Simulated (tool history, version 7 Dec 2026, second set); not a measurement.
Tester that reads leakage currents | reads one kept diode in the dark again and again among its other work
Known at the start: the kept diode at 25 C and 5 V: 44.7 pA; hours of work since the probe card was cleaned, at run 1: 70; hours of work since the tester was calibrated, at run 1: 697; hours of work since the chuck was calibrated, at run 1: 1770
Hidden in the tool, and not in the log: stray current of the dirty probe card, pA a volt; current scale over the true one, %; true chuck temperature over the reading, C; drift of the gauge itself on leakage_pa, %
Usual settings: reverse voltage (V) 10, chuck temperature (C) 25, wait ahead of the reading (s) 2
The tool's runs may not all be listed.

run   hour  reverse voltage (V)  chuck temperature (C)  wait ahead of the reading (s)  hours of work since the probe card was cleaned  hours of work since the tester was calibrated  hours of work since the chuck was calibrated  current that the tester gives (pA)
  1      0                   10                     25                              2                                              70                                            697                                          1770                               69.38
  2     38                   10                     25                              2                                              89                                            715                                          1789                               69.52
  3   77.4                   10                     21                              2                                             108                                            735                                          1809                               51.69
      81.7  -- chuck's temperature calibrated
  4  110.4                   10                     25                           0.85                                             123                                            750                                            14                               71.78
  5  154.7                   10                     25                              2                                             145                                            772                                            36                               69.69
  6  197.7                   10                     25                              2                                             167                                            794                                            58                                69.9
  7  231.3                   10                     25                              2                                             183                                            810                                            74                               69.49
  8  267.5                   10                     25                              2                                             201                                            828                                            92                               69.81
  9  308.2                  3.3                     57                           0.44                                             222                                            848                                           112                              321.66
 10  333.5                   10                     49                              2                                             234                                            861                                           125                              373.08
 11  373.4                   10                     49                              2                                             254                                            881                                           145                              373.29
 12  405.7                    7                     53                           4.72                                             270                                            897                                           161                              388.09
 13  435.8                    7                     45                           4.72                                             285                                            912                                           176                              230.67
 14  477.6                    7                     45                           4.72                                             306                                            932                                           196                              230.69

Forecast each of these 3 alternatives for the next run:
  A  498.6                  3.1                     25                           5.67                                             316                                            943                                           207                                   ?
  B  498.6                  7.2                     45                           5.41                                             316                                            943                                           207                                   ?
  C  498.6                   10                     58                           0.37                                             316                                            943                                           207                                   ?

run  current that the tester gives (pA)
  A                               33.82
  B                               235.3
  C                              670.67
Without the tool's hidden state the same runs would have given:
run  current that the tester gives (pA)
  A                               33.82
  B                               235.3
  C                               670.7
